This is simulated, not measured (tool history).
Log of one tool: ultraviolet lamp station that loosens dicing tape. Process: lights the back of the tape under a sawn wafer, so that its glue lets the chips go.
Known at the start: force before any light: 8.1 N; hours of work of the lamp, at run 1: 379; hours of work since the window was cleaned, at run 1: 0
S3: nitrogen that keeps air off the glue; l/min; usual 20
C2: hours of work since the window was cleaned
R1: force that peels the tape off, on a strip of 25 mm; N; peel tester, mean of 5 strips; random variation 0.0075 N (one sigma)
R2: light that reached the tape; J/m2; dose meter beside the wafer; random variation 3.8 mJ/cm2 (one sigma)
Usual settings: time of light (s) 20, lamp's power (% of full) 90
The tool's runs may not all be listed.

run 1 hour=0 | time_of_light_(s)=20 lamp's_power_(%_of_full)=90 S3=20 | hours_of_work_of_the_lamp=379 C2=0 | R1=0.328 R2=5930
run 2 hour=24.6 | time_of_light_(s)=20 lamp's_power_(%_of_full)=90 S3=20 | hours_of_work_of_the_lamp=395 C2=16 | R1=0.336 R2=5940
run 3 hour=63.8 | time_of_light_(s)=20 lamp's_power_(%_of_full)=90 S3=7 | hours_of_work_of_the_lamp=421 C2=42 | R1=0.88 R2=5890
run 4 hour=103.7 | time_of_light_(s)=11 lamp's_power_(%_of_full)=90 S3=20 | hours_of_work_of_the_lamp=447 C2=68 | R1=1.244 R2=3220
run 5 hour=137.2 | time_of_light_(s)=11 lamp's_power_(%_of_full)=90 S3=22 | hours_of_work_of_the_lamp=469 C2=89 | R1=1.159 R2=3180
run 6 hour=176.1 | time_of_light_(s)=11 lamp's_power_(%_of_full)=90 S3=22 | hours_of_work_of_the_lamp=494 C2=115 | R1=1.107 R2=3140
run 7 hour=212 | time_of_light_(s)=11 lamp's_power_(%_of_full)=62 S3=22 | hours_of_work_of_the_lamp=517 C2=138 | R1=2.132 R2=2120
run 8 hour=245.5 | time_of_light_(s)=11 lamp's_power_(%_of_full)=62 S3=22 | hours_of_work_of_the_lamp=539 C2=160 | R1=2.171 R2=2110
run 9 hour=271 | time_of_light_(s)=20 lamp's_power_(%_of_full)=90 S3=20 | hours_of_work_of_the_lamp=556 C2=177 | R1=0.374 R2=5470
run 10 hour=299.4 | time_of_light_(s)=20 lamp's_power_(%_of_full)=90 S3=20 | hours_of_work_of_the_lamp=574 C2=195 | R1=0.403 R2=5530
run 11 hour=322.2 | time_of_light_(s)=12 lamp's_power_(%_of_full)=90 S3=20 | hours_of_work_of_the_lamp=589 C2=210 | R1=1.158 R2=3240
run 12 hour=346.7 | time_of_light_(s)=12 lamp's_power_(%_of_full)=90 S3=20 | hours_of_work_of_the_lamp=605 C2=226 | R1=1.185 R2=3280
run 13 hour=385.4 | time_of_light_(s)=35 lamp's_power_(%_of_full)=90 S3=20 | hours_of_work_of_the_lamp=631 C2=251 | R1=0.178 R2=9360
-- hour=416.9 window cleaned of glue's vapour
run 14 hour=423 | time_of_light_(s)=19 lamp's_power_(%_of_full)=69 S3=29 | hours_of_work_of_the_lamp=655 C2=4 | R1=0.531 R2=4150
run 15 hour=460.8 | time_of_light_(s)=19 lamp's_power_(%_of_full)=69 S3=29 | hours_of_work_of_the_lamp=679 C2=29 | R1=0.563 R2=4060
run 16 hour=479.7 | time_of_light_(s)=24 lamp's_power_(%_of_full)=90 S3=6 | hours_of_work_of_the_lamp=692 C2=41 | R1=0.751 R2=6740
run 17 hour=497.1 | time_of_light_(s)=19 lamp's_power_(%_of_full)=90 S3=20 | hours_of_work_of_the_lamp=703 C2=52 | R1=0.442 R2=5280
run 18 hour=520.6 | time_of_light_(s)=11 lamp's_power_(%_of_full)=90 S3=8 | hours_of_work_of_the_lamp=718 C2=68 | R1=2.288 R2=3020
run 19 hour=561.7 | time_of_light_(s)=21 lamp's_power_(%_of_full)=90 S3=20 | hours_of_work_of_the_lamp=745 C2=94 | R1=0.373 R2=5590
run 20 hour=603.5 | time_of_light_(s)=15 lamp's_power_(%_of_full)=90 S3=20 | hours_of_work_of_the_lamp=772 C2=122 | R1=0.77 R2=3950
run 21 hour=629.7 | time_of_light_(s)=15 lamp's_power_(%_of_full)=90 S3=20 | hours_of_work_of_the_lamp=790 C2=139 | R1=0.784 R2=3980
run 22 hour=651.1 | time_of_light_(s)=15 lamp's_power_(%_of_full)=90 S3=20 | hours_of_work_of_the_lamp=804 C2=153 | R1=0.806 R2=3930
run 23 hour=669 | time_of_light_(s)=15 lamp's_power_(%_of_full)=61 S3=13 | hours_of_work_of_the_lamp=815 C2=164 | R1=2.059 R2=2640
run 24 hour=707.6 | time_of_light_(s)=24 lamp's_power_(%_of_full)=76 S3=20 | hours_of_work_of_the_lamp=840 C2=190 | R1=0.434 R2=5240

Measured less the same run without the tool's hidden state. The same run-to-run variation is in both; the gauge's scatter may not be:
The hidden state here: lamp's light, % of a new lamp's; light that the window lets through, % of a clean one's; drift of the gauge itself on peel_n, %; drift of the gauge itself on dose_mj_cm2, %.
run=1 R1=+0.049 R2=-530
run=2 R1=+0.053 R2=-570
run=3 R1=+0.164 R2=-640
run=4 R1=+0.238 R2=-390
run=5 R1=+0.243 R2=-420
run=6 R1=+0.253 R2=-460
run=7 R1=+0.398 R2=-340
run=8 R1=+0.43 R2=-370
run=9 R1=+0.106 R2=-990
run=10 R1=+0.119 R2=-1050
run=11 R1=+0.339 R2=-650
run=12 R1=+0.356 R2=-680
run=13 R1=+0.015 R2=-2070
run=14 R1=+0.143 R2=-640
run=15 R1=+0.161 R2=-690
run=16 R1=+0.216 R2=-1180
run=17 R1=+0.129 R2=-960
run=18 R1=+0.469 R2=-580
run=19 R1=+0.111 R2=-1160
run=20 R1=+0.265 R2=-890
run=21 R1=+0.279 R2=-920
run=22 R1=+0.294 R2=-950
run=23 R1=+0.558 R2=-650
run=24 R1=+0.162 R2=-1350
